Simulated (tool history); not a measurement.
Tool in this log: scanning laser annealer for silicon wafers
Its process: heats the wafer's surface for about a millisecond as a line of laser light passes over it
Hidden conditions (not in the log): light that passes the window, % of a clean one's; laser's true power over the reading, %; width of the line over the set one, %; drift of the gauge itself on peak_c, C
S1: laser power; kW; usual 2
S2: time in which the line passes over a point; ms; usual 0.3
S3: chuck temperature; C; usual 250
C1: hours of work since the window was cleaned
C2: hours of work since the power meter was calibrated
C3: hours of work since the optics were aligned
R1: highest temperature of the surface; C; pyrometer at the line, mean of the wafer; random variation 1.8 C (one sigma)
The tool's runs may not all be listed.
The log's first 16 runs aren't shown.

run,hour,S1,S2,S3,C1,C2,C3,R1
17,228.9,2,0.3,250,261,193,879,999
18,246.6,2,0.3,250,275,207,892,994
19,257.6,2,0.3,250,283,215,901,998
20,276.5,2,0.3,250,298,230,915,992
21,288.8,2,0.3,214,307,239,925,957
22,297.1,1.774,0.223,250,314,246,931,818
23,315.8,1.774,0.364,250,328,260,946,965
# hour 334.1: optics aligned, line set to its width
24,340.4,1.845,0.221,250,343,275,5,840
# hour 344: window over the wafer cleaned
25,352.4,1.845,0.221,250,6,283,13,834
26,372,1.994,0.262,224,22,298,28,912
27,381.1,2,0.362,220,29,305,35,1022
28,399.1,2,0.31,242,42,319,49,988
29,413,2,0.31,242,53,330,59,986
# hour 416.9: window over the wafer cleaned, once more
30,426.8,1.755,0.228,273,8,339,68,865
31,440.6,1.755,0.228,273,18,349,79,864
32,455.2,2,0.282,250,30,361,90,1002
33,464.6,1.9,0.3,250,37,368,97,983
34,480.7,1.91,0.236,250,49,380,110,904
35,495.8,2,0.254,274,61,392,122,988
36,504.8,2,0.254,274,68,399,128,986
37,518.7,1.897,0.3,220,78,409,139,945
38,531.9,1.897,0.359,256,89,420,149,1044
39,543.9,1.718,0.3,236,98,429,159,884
40,560.9,1.758,0.247,286,111,442,172,895
41,574.5,1.979,0.229,287,121,452,182,956

Below are 4 alternative next runs, each starting from the tool's condition after run 41. Predict each:
A,589.9,2.075,0.213,230,133,464,194,?
B,589.9,2.007,0.213,267,133,464,194,?
C,589.9,2.108,0.217,240,133,464,194,?
D,589.9,1.873,0.378,231,133,464,194,?

run,R1
A,906
B,922
C,935
D,1024
Take away the tool's hidden state, keep each run's random variation, and the runs would have read:
run,R1
A,915
B,930
C,944
D,1034
